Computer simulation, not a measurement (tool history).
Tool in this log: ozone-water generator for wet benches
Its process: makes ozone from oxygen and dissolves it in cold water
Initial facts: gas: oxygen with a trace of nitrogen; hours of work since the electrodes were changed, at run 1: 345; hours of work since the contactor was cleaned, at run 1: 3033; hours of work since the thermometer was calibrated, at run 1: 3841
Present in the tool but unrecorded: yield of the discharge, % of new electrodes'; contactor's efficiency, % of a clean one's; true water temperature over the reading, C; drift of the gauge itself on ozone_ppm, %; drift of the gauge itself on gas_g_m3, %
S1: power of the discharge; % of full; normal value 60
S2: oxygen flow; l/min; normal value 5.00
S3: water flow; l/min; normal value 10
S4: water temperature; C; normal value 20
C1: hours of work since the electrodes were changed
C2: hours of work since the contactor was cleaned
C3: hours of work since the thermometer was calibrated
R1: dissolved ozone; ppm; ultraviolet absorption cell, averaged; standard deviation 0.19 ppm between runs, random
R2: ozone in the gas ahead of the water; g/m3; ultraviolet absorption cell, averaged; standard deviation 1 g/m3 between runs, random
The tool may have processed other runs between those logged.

| run | hour | S1 | S2 | S3 | S4 | C1 | C2 | C3 | R1 | R2 |
|---|---|---|---|---|---|---|---|---|---|---|
| 1 | 0.0 | 60 | 5.00 | 10 | 20 | 345 | 3033 | 3841 | 26.2 | 172.3 |
| 2 | 80.5 | 60 | 5.00 | 10 | 20 | 402 | 3090 | 3898 | 25.7 | 171.8 |
| 3 | 156.4 | 60 | 5.00 | 10 | 20 | 456 | 3144 | 3951 | 26.1 | 171.4 |
| 4 | 215.1 | 60 | 7.04 | 10 | 20 | 497 | 3185 | 3993 | 25.3 | 148.6 |
| 5 | 261.4 | 60 | 7.04 | 10 | 20 | 530 | 3218 | 4025 | 25.3 | 151.6 |
| 6 | 321.8 | 60 | 5.00 | 15 | 20 | 572 | 3260 | 4068 | 20.2 | 171.1 |
| 7 | 368.3 | 60 | 5.00 | 15 | 20 | 605 | 3293 | 4101 | 20.2 | 172.7 |
| 8 | 441.1 | 60 | 5.00 | 15 | 20 | 657 | 3344 | 4152 | 20.2 | 171.1 |
| 9 | 509.8 | 60 | 5.00 | 15 | 20 | 705 | 3393 | 4201 | 20.1 | 170.6 |
| 10 | 564.6 | 60 | 5.00 | 15 | 20 | 744 | 3432 | 4239 | 20.6 | 171.3 |
| 11 | 646.5 | 60 | 5.00 | 15 | 20 | 801 | 3489 | 4297 | 20.2 | 170.3 |
| 12 | 715.7 | 60 | 5.00 | 10 | 25 | 850 | 3538 | 4346 | 22.9 | 169.2 |
| 13 | 789.3 | 60 | 5.00 | 10 | 24 | 902 | 3590 | 4398 | 23.4 | 170.5 |
| 14 | 865.3 | 60 | 5.00 | 10 | 24 | 956 | 3644 | 4452 | 23.6 | 168.9 |
| 15 | 948.7 | 60 | 5.00 | 10 | 20 | 1015 | 3703 | 4511 | 26.2 | 169.8 |
| 16 | 1033.7 | 91 | 5.00 | 10 | 20 | 1075 | 3763 | 4571 | 36.5 | 241.8 |
| 17 | 1110.9 | 91 | 5.00 | 10 | 20 | 1129 | 3817 | 4625 | 36.4 | 240.9 |
|  | 1122.1 | water thermometer calibrated |
| 18 | 1177.3 | 83 | 7.00 | 12 | 20 | 1176 | 3864 | 39 | 30.3 | 198.9 |
| 19 | 1237.6 | 51 | 5.00 | 10 | 20 | 1218 | 3906 | 82 | 21.9 | 146.3 |
| 20 | 1292.3 | 77 | 5.00 | 6 | 20 | 1257 | 3945 | 120 | 39.8 | 207.7 |
| 21 | 1363.4 | 68 | 5.00 | 10 | 24 | 1307 | 3995 | 170 | 26.1 | 188.8 |
| 22 | 1442.7 | 67 | 3.94 | 9 | 13 | 1363 | 4051 | 226 | 33.9 | 204.5 |
| 23 | 1528.3 | 67 | 3.94 | 9 | 13 | 1424 | 4111 | 287 | 33.3 | 204.6 |
| 24 | 1576.9 | 43 | 5.00 | 9 | 20 | 1458 | 4146 | 321 | 20.0 | 127.5 |
| 25 | 1647.4 | 48 | 3.07 | 8 | 20 | 1508 | 4196 | 371 | 23.0 | 167.6 |
| 26 | 1702.6 | 60 | 2.94 | 11 | 22 | 1547 | 4235 | 410 | 22.3 | 208.4 |
| 27 | 1785.9 | 60 | 2.89 | 11 | 17 | 1605 | 4293 | 468 | 23.9 | 207.9 |
| 28 | 1831.4 | 60 | 4.86 | 11 | 16 | 1638 | 4325 | 501 | 25.6 | 169.3 |
| 29 | 1867.8 | 73 | 4.48 | 10 | 20 | 1663 | 4351 | 526 | 30.0 | 208.4 |
| 30 | 1948.9 | 73 | 4.48 | 10 | 20 | 1720 | 4408 | 584 | 30.1 | 209.5 |
| 31 | 2029.3 | 60 | 7.44 | 8 | 20 | 1777 | 4465 | 640 | 26.9 | 142.4 |
| 32 | 2092.1 | 72 | 8.13 | 10 | 12 | 1822 | 4510 | 685 | 33.7 | 162.7 |
| 33 | 2171.8 | 72 | 8.13 | 10 | 12 | 1878 | 4566 | 741 | 33.5 | 161.7 |

Some steps in R1, run to run, broken into two amounts with sign: the step expected even without the hidden condition (settings, incoming material, random variation), and the rest, left for the hidden condition together with whatever gauge scatter is not in both the measured and the hidden-condition-free result:
Run 15 -> 16: S1 60 -> 91. R1 +10.3 ppm: hidden state -1.0, all else +11.3.
Run 19 -> 20: S1 51 -> 77, S3 10 -> 6. R1 +17.9 ppm: hidden state -1.2, all else +19.1.
Run 20 -> 21: S1 77 -> 68, S3 6 -> 10, S4 20 -> 24. R1 -13.7 ppm: hidden state +0.7, all else -14.4.
Run 23 -> 24: S1 67 -> 43, S2 3.94 -> 5.00, S4 13 -> 20. R1 -13.3 ppm: hidden state +1.0, all else -14.3.

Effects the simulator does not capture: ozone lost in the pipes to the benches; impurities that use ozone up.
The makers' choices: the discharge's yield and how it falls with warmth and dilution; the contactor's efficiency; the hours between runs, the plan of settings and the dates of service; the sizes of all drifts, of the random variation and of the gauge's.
